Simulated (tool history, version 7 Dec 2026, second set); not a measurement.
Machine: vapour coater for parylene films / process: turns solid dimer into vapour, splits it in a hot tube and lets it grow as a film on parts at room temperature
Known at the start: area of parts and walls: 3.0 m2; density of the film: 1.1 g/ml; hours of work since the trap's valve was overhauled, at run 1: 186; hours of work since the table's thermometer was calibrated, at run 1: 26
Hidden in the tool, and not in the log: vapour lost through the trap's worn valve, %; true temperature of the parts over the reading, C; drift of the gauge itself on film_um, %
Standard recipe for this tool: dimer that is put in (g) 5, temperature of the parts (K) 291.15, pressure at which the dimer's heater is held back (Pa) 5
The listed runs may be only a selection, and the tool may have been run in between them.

| run | hour | dimer that is put in (g) | temperature of the parts (K) | pressure at which the dimer's heater is held back (Pa) | hours of work since the trap's valve was overhauled | hours of work since the table's thermometer was calibrated | thickness of the film (um) |
|---|---|---|---|---|---|---|---|
| 1 | 0 | 5 | 291.15 | 5 | 186 | 26 | 0.867 |
| 2 | 14.2 | 5 | 291.15 | 4.09 | 197 | 37 | 0.87 |
| 3 | 24.1 | 5 | 291.15 | 5 | 205 | 44 | 0.859 |
| 4 | 40.9 | 5 | 291.15 | 10.61 | 218 | 57 | 0.822 |
| 5 | 51.6 | 5 | 291.15 | 5 | 226 | 66 | 0.863 |
| 6 | 64.3 | 5 | 291.15 | 5 | 236 | 75 | 0.859 |
| 7 | 73.7 | 5 | 291.15 | 5 | 243 | 82 | 0.857 |
| 8 | 89.8 | 5 | 291.15 | 5 | 255 | 95 | 0.864 |
| 9 | 105.6 | 5 | 300.15 | 3.24 | 267 | 107 | 0.71 |
| 10 | 121.8 | 5 | 300.15 | 3.24 | 280 | 119 | 0.708 |
| 11 | 137.2 | 8 | 296.15 | 6.73 | 292 | 131 | 1.18 |
| 12 | 145.6 | 3 | 300.15 | 3.69 | 298 | 138 | 0.417 |
| 13 | 160.8 | 3 | 300.15 | 3.69 | 310 | 149 | 0.422 |

For run 14, what comes out?
| 14 | 169.7 | 3 | 300.15 | 3.69 | 316 | 156 | ? |

Run 14 gave thickness of the film (um) 0.418.
Had the tool carried no hidden state, the very same run would have given thickness of the film (um) 0.436.
